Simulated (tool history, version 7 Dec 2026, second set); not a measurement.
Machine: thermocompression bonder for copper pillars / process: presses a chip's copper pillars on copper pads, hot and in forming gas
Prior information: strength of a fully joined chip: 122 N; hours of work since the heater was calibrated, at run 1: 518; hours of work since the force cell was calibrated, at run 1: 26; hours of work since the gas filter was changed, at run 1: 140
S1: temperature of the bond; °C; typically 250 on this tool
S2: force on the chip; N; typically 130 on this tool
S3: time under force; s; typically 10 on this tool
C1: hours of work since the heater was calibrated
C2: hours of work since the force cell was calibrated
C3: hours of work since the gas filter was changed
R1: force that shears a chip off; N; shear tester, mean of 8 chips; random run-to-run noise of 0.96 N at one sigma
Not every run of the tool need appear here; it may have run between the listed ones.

| run | hour | S1 | S2 | S3 | C1 | C2 | C3 | R1 |
|---|---|---|---|---|---|---|---|---|
| 1 | 0.0 | 250 | 130 | 10 | 518 | 26 | 140 | 79.8 |
| 2 | 37.7 | 250 | 130 | 10 | 545 | 54 | 167 | 80.5 |
| 3 | 79.5 | 250 | 130 | 10 | 576 | 84 | 198 | 80.3 |
| 4 | 98.4 | 250 | 130 | 10 | 590 | 98 | 211 | 79.4 |
| 5 | 122.3 | 250 | 130 | 10 | 607 | 116 | 229 | 79.8 |
| 6 | 146.1 | 250 | 130 | 10 | 624 | 133 | 246 | 77.8 |
| 7 | 175.4 | 250 | 130 | 10 | 646 | 154 | 268 | 77.9 |
| 8 | 199.3 | 250 | 130 | 10 | 663 | 172 | 285 | 78.4 |
| 9 | 236.3 | 249 | 130 | 10 | 690 | 199 | 312 | 78.0 |
| 10 | 263.1 | 250 | 130 | 10 | 710 | 218 | 332 | 79.4 |
| 11 | 302.2 | 250 | 130 | 28 | 738 | 247 | 360 | 99.9 |
|  | 328.7 | forming gas filter changed |
| 12 | 339.4 | 250 | 130 | 28 | 765 | 274 | 8 | 101.9 |
| 13 | 375.5 | 250 | 130 | 10 | 791 | 300 | 34 | 80.2 |
| 14 | 408.4 | 250 | 130 | 10 | 815 | 324 | 58 | 81.3 |
| 15 | 447.4 | 274 | 130 | 10 | 844 | 352 | 87 | 96.2 |
| 16 | 489.4 | 250 | 130 | 10 | 874 | 383 | 117 | 80.3 |
| 17 | 507.7 | 250 | 130 | 10 | 888 | 396 | 131 | 78.1 |
| 18 | 543.5 | 250 | 130 | 10 | 914 | 422 | 157 | 78.4 |
| 19 | 572.7 | 250 | 130 | 10 | 935 | 444 | 178 | 77.8 |
| 20 | 602.7 | 254 | 130 | 10 | 957 | 466 | 200 | 81.1 |
| 21 | 639.2 | 254 | 130 | 10 | 984 | 492 | 227 | 81.2 |
| 22 | 671.6 | 224 | 98 | 10 | 1007 | 516 | 250 | 47.8 |
| 23 | 700.5 | 250 | 190 | 6 | 1028 | 537 | 271 | 79.2 |
| 24 | 725.3 | 250 | 190 | 6 | 1046 | 555 | 289 | 79.2 |
| 25 | 766.1 | 231 | 84 | 9 | 1076 | 585 | 319 | 45.9 |
| 26 | 797.6 | 272 | 89 | 30 | 1099 | 608 | 342 | 99.2 |
| 27 | 817.9 | 272 | 85 | 11 | 1114 | 623 | 357 | 78.0 |
|  | 846.3 | forming gas filter changed |
| 28 | 846.3 | 250 | 102 | 10 | 1134 | 643 | 0 | 68.8 |
| 29 | 866.8 | 250 | 102 | 10 | 1149 | 658 | 15 | 69.0 |
| 30 | 908.0 | 224 | 152 | 10 | 1179 | 688 | 45 | 62.9 |
| 31 | 934.7 | 226 | 130 | 11 | 1199 | 707 | 64 | 61.4 |
| 32 | 966.8 | 226 | 130 | 11 | 1222 | 731 | 88 | 60.3 |
| 33 | 986.9 | 226 | 130 | 11 | 1237 | 745 | 103 | 62.3 |
| 34 | 1027.9 | 235 | 130 | 23 | 1267 | 775 | 132 | 85.1 |
| 35 | 1070.0 | 271 | 121 | 10 | 1297 | 806 | 163 | 90.6 |
| 36 | 1112.0 | 250 | 115 | 10 | 1328 | 837 | 194 | 71.3 |
| 37 | 1143.3 | 250 | 115 | 10 | 1351 | 859 | 217 | 70.9 |
| 38 | 1183.6 | 250 | 115 | 17 | 1380 | 889 | 246 | 82.6 |
| 39 | 1207.3 | 234 | 156 | 18 | 1398 | 906 | 263 | 82.7 |
| 40 | 1228.8 | 234 | 156 | 18 | 1413 | 922 | 279 | 81.4 |
| 41 | 1247.9 | 234 | 156 | 18 | 1427 | 936 | 293 | 83.2 |

Consider 3 possible next runs. They are alternatives, not a sequence: every one starts from the tool as it was left by run 41. What does each give?
| A | 1269.3 | 251 | 177 | 22 | 1443 | 951 | 309 | ? |
| B | 1269.3 | 255 | 165 | 6 | 1443 | 951 | 309 | ? |
| C | 1269.3 | 268 | 130 | 15 | 1443 | 951 | 309 | ? |

| run | R1 |
|---|---|
| A | 101.4 |
| B | 75.5 |
| C | 95.2 |
What these runs would have given with no unlogged condition in the tool:
| run | R1 |
|---|---|
| A | 110.2 |
| B | 85.2 |
| C | 104.3 |
